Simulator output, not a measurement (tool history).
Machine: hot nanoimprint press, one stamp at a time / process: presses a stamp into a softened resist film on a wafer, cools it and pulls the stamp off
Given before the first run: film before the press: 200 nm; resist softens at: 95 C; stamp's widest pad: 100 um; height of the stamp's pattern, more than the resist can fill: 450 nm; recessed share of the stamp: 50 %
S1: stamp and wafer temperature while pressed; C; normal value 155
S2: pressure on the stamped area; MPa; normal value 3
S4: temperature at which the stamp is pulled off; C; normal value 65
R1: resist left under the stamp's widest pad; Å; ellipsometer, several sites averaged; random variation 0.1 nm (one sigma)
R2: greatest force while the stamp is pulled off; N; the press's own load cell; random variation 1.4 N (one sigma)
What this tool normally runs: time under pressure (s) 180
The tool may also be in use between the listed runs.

run 1 hour=0 | S1=155 S2=3 time_under_pressure_(s)=180 S4=65 | R1=913 R2=152
run 2 hour=11 | S1=155 S2=3 time_under_pressure_(s)=180 S4=65 | R1=912 R2=151
run 3 hour=16 | S1=155 S2=3 time_under_pressure_(s)=121 S4=65 | R1=1036 R2=155
run 4 hour=28.2 | S1=155 S2=3 time_under_pressure_(s)=100 S4=65 | R1=1098 R2=153
run 5 hour=33.3 | S1=155 S2=3 time_under_pressure_(s)=100 S4=65 | R1=1097 R2=152
run 6 hour=41.2 | S1=155 S2=3 time_under_pressure_(s)=100 S4=65 | R1=1098 R2=151
run 7 hour=53 | S1=155 S2=3 time_under_pressure_(s)=180 S4=71 | R1=908 R2=128
run 8 hour=58.7 | S1=155 S2=3 time_under_pressure_(s)=180 S4=71 | R1=906 R2=131
run 9 hour=63.8 | S1=155 S2=3 time_under_pressure_(s)=180 S4=65 | R1=907 R2=152
run 10 hour=71 | S1=155 S2=3 time_under_pressure_(s)=180 S4=65 | R1=904 R2=152
run 11 hour=81.1 | S1=155 S2=3 time_under_pressure_(s)=180 S4=65 | R1=905 R2=150
run 12 hour=90 | S1=155 S2=3 time_under_pressure_(s)=180 S4=65 | R1=906 R2=150
run 13 hour=98.6 | S1=155 S2=3 time_under_pressure_(s)=223 S4=65 | R1=841 R2=151
run 14 hour=104.6 | S1=155 S2=3 time_under_pressure_(s)=180 S4=67 | R1=905 R2=146
run 15 hour=116.5 | S1=155 S2=3 time_under_pressure_(s)=231 S4=67 | R1=830 R2=146
-- hour=118.4 gauge calibrated
run 16 hour=121.7 | S1=155 S2=3 time_under_pressure_(s)=95 S4=59 | R1=1116 R2=176
run 17 hour=131.6 | S1=155 S2=3 time_under_pressure_(s)=95 S4=59 | R1=1118 R2=176
run 18 hour=140.3 | S1=155 S2=3 time_under_pressure_(s)=95 S4=59 | R1=1115 R2=178
run 19 hour=147.5 | S1=153 S2=3.54 time_under_pressure_(s)=143 S4=51 | R1=975 R2=203
run 20 hour=155 | S1=155 S2=3 time_under_pressure_(s)=145 S4=68 | R1=977 R2=143
run 21 hour=167.2 | S1=155 S2=3 time_under_pressure_(s)=145 S4=51 | R1=976 R2=206
run 22 hour=174.6 | S1=155 S2=2.68 time_under_pressure_(s)=316 S4=51 | R1=797 R2=206
run 23 hour=184.6 | S1=163 S2=3 time_under_pressure_(s)=171 S4=65 | R1=669 R2=154
run 24 hour=196.4 | S1=147 S2=4.47 time_under_pressure_(s)=232 S4=58 | R1=955 R2=178
run 25 hour=203.3 | S1=164 S2=3.83 time_under_pressure_(s)=191 S4=58 | R1=535 R2=181
run 26 hour=208.4 | S1=155 S2=4.64 time_under_pressure_(s)=180 S4=54 | R1=708 R2=193
run 27 hour=217.9 | S1=155 S2=4.64 time_under_pressure_(s)=180 S4=54 | R1=709 R2=193
run 28 hour=226.5 | S1=155 S2=4.64 time_under_pressure_(s)=180 S4=54 | R1=709 R2=194
run 29 hour=235.6 | S1=155 S2=4.64 time_under_pressure_(s)=180 S4=54 | R1=707 R2=196

Predict each of these 5 candidate next runs independently; none follows another, all start after run 29:
run A hour=242.3 | S1=155 S2=2.17 time_under_pressure_(s)=180 S4=53 | R1=? R2=?
run B hour=242.3 | S1=156 S2=1.91 time_under_pressure_(s)=180 S4=69 | R1=? R2=?
run C hour=242.3 | S1=163 S2=3.91 time_under_pressure_(s)=92 S4=54 | R1=? R2=?
run D hour=242.3 | S1=159 S2=2.97 time_under_pressure_(s)=180 S4=69 | R1=? R2=?
run E hour=242.3 | S1=155 S2=4.64 time_under_pressure_(s)=205 S4=54 | R1=? R2=?

run=A R1=1067 R2=198
run=B R1=1096 R2=139
run=C R1=712 R2=195
run=D R1=771 R2=138
run=E R1=675 R2=197
What these runs would have given with no unlogged condition in the tool:
run=A R1=1079 R2=197
run=B R1=1109 R2=138
run=C R1=720 R2=194
run=D R1=780 R2=137
run=E R1=682 R2=196

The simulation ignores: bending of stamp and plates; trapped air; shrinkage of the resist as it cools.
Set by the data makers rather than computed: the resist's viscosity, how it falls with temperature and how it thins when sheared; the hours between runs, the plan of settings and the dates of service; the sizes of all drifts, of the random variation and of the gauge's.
